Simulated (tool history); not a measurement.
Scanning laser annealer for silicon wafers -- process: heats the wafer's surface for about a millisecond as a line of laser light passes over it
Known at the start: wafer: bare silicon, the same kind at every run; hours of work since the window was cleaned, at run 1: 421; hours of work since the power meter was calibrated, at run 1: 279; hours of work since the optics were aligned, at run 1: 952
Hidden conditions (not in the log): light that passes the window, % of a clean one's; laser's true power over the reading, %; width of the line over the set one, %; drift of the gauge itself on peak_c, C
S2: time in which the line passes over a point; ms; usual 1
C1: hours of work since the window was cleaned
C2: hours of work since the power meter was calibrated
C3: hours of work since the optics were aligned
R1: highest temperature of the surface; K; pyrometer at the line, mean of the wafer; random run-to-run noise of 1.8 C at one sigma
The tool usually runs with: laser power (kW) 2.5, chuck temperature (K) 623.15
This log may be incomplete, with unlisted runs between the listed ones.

Run 1, hour 0: usual settings; C1 421; C2 279; C3 952. Result: R1 1301.15 K.
Run 2, hour 7.6: usual settings; C1 425; C2 283; C3 956. Result: R1 1302.15 K.
Run 3, hour 19.8: usual settings; C1 432; C2 290; C3 963. Result: R1 1304.15 K.
Run 4, hour 26.6: usual settings; C1 436; C2 294; C3 966. Result: R1 1302.15 K.
Run 5, hour 35.4: usual settings; C1 441; C2 298; C3 971. Result: R1 1303.15 K.
Run 6, hour 46.4: usual settings; C1 447; C2 304; C3 977. Result: R1 1304.15 K.
Run 7, hour 56.9: usual settings but laser power (kW) 2.475; C1 452; C2 310; C3 983. Result: R1 1298.15 K.
Run 8, hour 68.2: usual settings but laser power (kW) 2.475; C1 459; C2 316; C3 989. Result: R1 1293.15 K.
Run 9, hour 74.5: usual settings; C1 462; C2 320; C3 993. Result: R1 1303.15 K.
Run 10, hour 81.3: usual settings; C1 466; C2 324; C3 996. Result: R1 1305.15 K.
Run 11, hour 89.7: usual settings; C1 470; C2 328; C3 1001. Result: R1 1298.15 K.
Run 12, hour 101.3: usual settings; C1 477; C2 335; C3 1007. Result: R1 1299.15 K.
Run 13, hour 113: usual settings; C1 483; C2 341; C3 1014. Result: R1 1301.15 K.
Run 14, hour 120.2: usual settings but S2 1.12 ms; C1 487; C2 345; C3 1018. Result: R1 1334.15 K.
Run 15, hour 132.5: usual settings but S2 0.93 ms; C1 494; C2 352; C3 1024. Result: R1 1277.15 K.
Run 16, hour 139.4: usual settings but S2 0.93 ms; C1 498; C2 355; C3 1028. Result: R1 1277.15 K.
Run 17, hour 152.3: usual settings but S2 0.93 ms; C1 505; C2 363; C3 1035. Result: R1 1279.15 K.
Run 18, hour 160.9: usual settings but S2 0.93 ms; C1 509; C2 367; C3 1040. Result: R1 1276.15 K.
Run 19, hour 168.6: usual settings but S2 0.93 ms; C1 514; C2 371; C3 1044. Result: R1 1276.15 K.
Run 20, hour 181.4: usual settings but S2 0.93 ms; C1 521; C2 378; C3 1051. Result: R1 1278.15 K.
Run 21, hour 193.8: usual settings but S2 0.93 ms; C1 527; C2 385; C3 1058. Result: R1 1274.15 K.
Run 22, hour 203.9: usual settings but laser power (kW) 2.599, S2 1.02 ms, chuck temperature (K) 604.15; C1 533; C2 391; C3 1064. Result: R1 1318.15 K.
Run 23, hour 212.7: usual settings but laser power (kW) 2.599, S2 0.95 ms, chuck temperature (K) 646.15; C1 538; C2 396; C3 1068. Result: R1 1335.15 K.
Run 24, hour 221.5: usual settings but laser power (kW) 2.283, S2 0.77 ms, chuck temperature (K) 596.15; C1 543; C2 400; C3 1073. Result: R1 1135.15 K.
Run 25, hour 233.5: usual settings but laser power (kW) 2.283, S2 0.79 ms, chuck temperature (K) 596.15; C1 549; C2 407; C3 1080. Result: R1 1142.15 K.
Run 26, hour 241.8: usual settings but laser power (kW) 2.283, S2 0.79 ms, chuck temperature (K) 596.15; C1 554; C2 412; C3 1084. Result: R1 1141.15 K.
Run 27, hour 254.6: usual settings but S2 1.22 ms, chuck temperature (K) 602.15; C1 561; C2 419; C3 1091. Result: R1 1335.15 K.
Run 28, hour 260.4: usual settings but laser power (kW) 2.456, chuck temperature (K) 605.15; C1 564; C2 422; C3 1095. Result: R1 1262.15 K.
At hour 263.5: window over the wafer cleaned.
Run 29, hour 269.5: usual settings but S2 0.86 ms, chuck temperature (K) 588.15; C1 3; C2 426; C3 1098. Result: R1 1193.15 K.
Run 30, hour 281.6: usual settings but laser power (kW) 2.332, S2 0.73 ms, chuck temperature (K) 646.15; C1 10; C2 432; C3 1105. Result: R1 1165.15 K.
Run 31, hour 289.1: usual settings but laser power (kW) 2.354, S2 0.73 ms, chuck temperature (K) 651.15; C1 14; C2 436; C3 1109. Result: R1 1175.15 K.
Run 32, hour 299.4: usual settings but laser power (kW) 2.354, S2 0.73 ms, chuck temperature (K) 651.15; C1 20; C2 442; C3 1115. Result: R1 1176.15 K.
Run 33, hour 309.1: usual settings but laser power (kW) 2.354, S2 0.73 ms, chuck temperature (K) 595.15; C1 25; C2 447; C3 1120. Result: R1 1116.15 K.
Run 34, hour 315.4: usual settings but laser power (kW) 2.354, S2 0.73 ms, chuck temperature (K) 595.15; C1 28; C2 451; C3 1124. Result: R1 1119.15 K.
Run 35, hour 326.7: usual settings but chuck temperature (K) 637.15; C1 35; C2 457; C3 1130. Result: R1 1284.15 K.
Run 36, hour 335.3: usual settings but laser power (kW) 2.665, chuck temperature (K) 605.15; C1 39; C2 462; C3 1135. Result: R1 1303.15 K.
At hour 343.1: window over the wafer cleaned, once more.
Run 37, hour 350.2: usual settings but laser power (kW) 2.368, chuck temperature (K) 593.15; C1 4; C2 469; C3 1142. Result: R1 1255.15 K.
Run 38, hour 356.6: usual settings but S2 0.79 ms, chuck temperature (K) 607.15; C1 7; C2 472; C3 1145. Result: R1 1242.15 K.
Run 39, hour 368.6: usual settings but S2 0.79 ms, chuck temperature (K) 607.15; C1 14; C2 479; C3 1152. Result: R1 1240.15 K.
Run 40, hour 373.8: usual settings but laser power (kW) 2.443, chuck temperature (K) 636.15; C1 17; C2 482; C3 1155. Result: R1 1319.15 K.
Run 41, hour 386.7: usual settings but laser power (kW) 2.505, S2 0.78 ms; C1 24; C2 489; C3 1162. Result: R1 1251.15 K.

Hidden state or all else? Some run-to-run changes of R1, split into what the settings, what came in and random variation would give without the hidden state, and what is left for the hidden state (with any gauge scatter that isn't in both results):
Run 23 -> 24: laser power (kW) 2.599 -> 2.283, S2 0.95 -> 0.77, chuck temperature (K) 646.15 -> 596.15. R1 -200 K: hidden state +11, all else -211.
Run 26 -> 27: laser power (kW) 2.283 -> 2.5, S2 0.79 -> 1.22, chuck temperature (K) 596.15 -> 602.15. R1 +194 K: hidden state -14, all else +208.
Run 28 -> 29: laser power (kW) 2.456 -> 2.5, S2 1 -> 0.86, chuck temperature (K) 605.15 -> 588.15, window over the wafer cleaned. R1 -69 K: hidden state -19, all else -50.
Run 34 -> 35: laser power (kW) 2.354 -> 2.5, S2 0.73 -> 1, chuck temperature (K) 595.15 -> 637.15. R1 +165 K: hidden state -14, all else +179.
Run 36 -> 37: laser power (kW) 2.665 -> 2.368, chuck temperature (K) 605.15 -> 593.15, window over the wafer cleaned, once more. R1 -48 K: hidden state +64, all else -112.
